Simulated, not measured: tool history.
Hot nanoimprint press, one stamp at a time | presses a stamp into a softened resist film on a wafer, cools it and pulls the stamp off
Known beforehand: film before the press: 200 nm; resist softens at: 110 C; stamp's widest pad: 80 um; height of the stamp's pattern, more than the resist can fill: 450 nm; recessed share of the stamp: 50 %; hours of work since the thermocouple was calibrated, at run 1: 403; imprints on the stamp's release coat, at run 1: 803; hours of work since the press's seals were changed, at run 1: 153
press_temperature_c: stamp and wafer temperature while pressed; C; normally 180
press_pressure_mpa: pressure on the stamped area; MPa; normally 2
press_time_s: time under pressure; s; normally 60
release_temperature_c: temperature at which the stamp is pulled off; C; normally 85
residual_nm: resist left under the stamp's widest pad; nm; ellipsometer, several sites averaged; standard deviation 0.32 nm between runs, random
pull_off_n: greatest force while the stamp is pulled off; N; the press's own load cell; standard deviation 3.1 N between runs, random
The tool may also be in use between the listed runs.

run   hour  press_temperature_c  press_pressure_mpa  press_time_s  release_temperature_c  hours of work since the thermocouple was calibrated  imprints on the stamp's release coat  hours of work since the press's seals were changed  residual_nm  pull_off_n
  1      0                  180                   2            60                     85                                                  403                                   803                                                 153         83.6         165
  2   27.9                  180                   2            60                     85                                                  417                                   911                                                 167         83.5         170
  3   54.8                  180                   2            60                     85                                                  430                                  1016                                                 180           83         175
  4   77.3                  180                   2            60                     85                                                  441                                  1103                                                 191         83.6         174
  5    107                  173                   2            60                     85                                                  455                                  1218                                                 205        107.6         169
  6    129                  180                   2            60                     85                                                  466                                  1303                                                 216         83.6         178
  7    152                  180                   2            60                     85                                                  477                                  1392                                                 227         83.2         187
  8    170                  180                   2            60                     85                                                  486                                  1462                                                 236         83.3         186
  9    184                  180                   2            30                     85                                                  492                                  1516                                                 243        106.5         181
 10  200.1                  180                   2            30                     85                                                  500                                  1579                                                 251        106.8         189
     205.6  -- plate thermocouple calibrated
 11  235.6                  180                   2            60                     85                                                   15                                  1705                                                 266         81.1         192
 12  253.3                  180                   2            60                     85                                                   23                                  1774                                                 275         81.4         191
     261.4  -- plate thermocouple calibrated, once more
 13    283                  180                   2            33                     85                                                   10                                  1877                                                 288        107.6         201
 14    300                  180                   2            60                     85                                                   19                                  1943                                                 296         87.2         193
 15  330.2                  180                   2            60                     85                                                   33                                  2060                                                 311         87.1         201
 16  344.9                  180                   2            60                     85                                                   41                                  2117                                                 318         87.4         207
     370.2  -- stamp cleaned and given a new release coat
 17  380.1                  180                   2            60                     85                                                   55                                    38                                                 332         87.5         146
 18  395.6                  182                   2            60                     85                                                   62                                    98                                                 340         80.9         153
 19  410.7                  182                   2            60                     85                                                   70                                   157                                                 347         80.7         151
 20  434.5                  182                   2            60                     85                                                   81                                   249                                                 359         81.1         155
 21  465.2                  180                   2            60                     79                                                   96                                   368                                                 374         86.7         169
 22  491.5                  180                2.84            60                     85                                                  109                                   470                                                 386         72.9         163
 23  522.6                  187                2.84            60                     85                                                  124                                   591                                                 402         55.5         159
 24  543.5                  187                1.57            60                     85                                                  134                                   671                                                 412         76.3         170
 25  563.2                  187                1.57            60                     85                                                  144                                   748                                                 421         75.8         168
 26    596                  187                1.57            44                     85                                                  160                                   875                                                 437         85.2         167
 27  615.3                  169                2.46            44                     85                                                  169                                   950                                                 447          129         170
 28  643.9                  169                1.56            44                     85                                                  183                                  1061                                                 461        149.3         171
 29  676.1                  169                1.56            44                     85                                                  199                                  1186                                                 476        148.3         166
 30  692.9                  178                1.92            60                     84                                                  207                                  1251                                                 484         94.7         179
 31  708.3                  180                   2            73                     85                                                  214                                  1311                                                 492         79.8         178

Here are 3 independent what-if runs from the current tool condition. What would each one return?
  A  734.7                  180                   2            88                     85                                                  227                                  1413                                                 505            ?           ?
  B  734.7                  180                2.97            55                     76                                                  227                                  1413                                                 505            ?           ?
  C  734.7                  180                1.25            60                     87                                                  227                                  1413                                                 505            ?           ?

run  residual_nm  pull_off_n
  A         74.2         181
  B         73.2         203
  C        106.8         175
With the hidden condition removed and each run's random variation left untouched, the same runs would have given:
run  residual_nm  pull_off_n
  A         75.5         148
  B         73.9         166
  C        108.8         143
